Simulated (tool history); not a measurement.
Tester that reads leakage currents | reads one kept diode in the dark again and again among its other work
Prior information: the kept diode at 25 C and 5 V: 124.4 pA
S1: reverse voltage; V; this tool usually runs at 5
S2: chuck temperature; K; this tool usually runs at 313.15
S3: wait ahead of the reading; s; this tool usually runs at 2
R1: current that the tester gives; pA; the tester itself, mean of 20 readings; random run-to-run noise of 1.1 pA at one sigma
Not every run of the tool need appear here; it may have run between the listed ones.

run,day,S1,S2,S3,R1
1,0,5,313.15,2,356.28
# day 1.208: probe card cleaned and baked
2,4.317,5,313.15,2,352.47
3,8.996,5,313.15,2,350.2
4,16.1,5,320.15,2,556.74
5,24.258,5,320.15,2,557.48
6,29.088,5,299.15,2,129.83
7,32.875,5,313.15,1.05,349.98
8,38.65,5,313.15,1.05,349.66
9,43.192,5,313.15,1.05,346.57
10,48.692,5,313.15,1.05,347.52
# day 49.621: tester calibrated
11,54.838,5,313.15,1.05,344.54
12,60.05,5,300.15,2,139.87
13,68.279,5,300.15,2,139.67
# day 72.325: probe card cleaned and baked
14,72.383,17.92,317.15,7.61,694.14
# day 74.704: chuck's temperature calibrated
15,80.588,5,313.15,5.81,363.06
16,84.621,5,313.15,5.81,362.16
17,92.958,1.68,323.15,2,475.28
18,101.229,4.5,311.15,4.29,302.04
19,106.712,4.5,311.15,4.29,301.25
20,112.292,4.5,311.15,4.29,301.93
21,120.446,4.5,311.15,4.29,300.84
22,127.512,2.79,326.15,0.58,674.52
23,135.067,8.48,316.15,4.25,522.78

Branching from run 23: 4 alternative next runs. What would each branch give?
# day 143.925: probe card cleaned and baked
A,144.104,8.48,316.15,3.34,?
# day 143.925: probe card cleaned and baked
B,144.104,5,313.15,2.68,?
# day 143.925: probe card cleaned and baked
C,144.104,8.48,316.15,0.63,?
# day 143.925: probe card cleaned and baked
D,144.104,8.48,326.15,8.51,?

run,R1
A,515.41
B,351.33
C,519.66
D,987.14
With the hidden condition removed and each run's random variation left untouched, the same runs would have given:
run,R1
A,535.71
B,365.45
C,539.99
D,1023.72
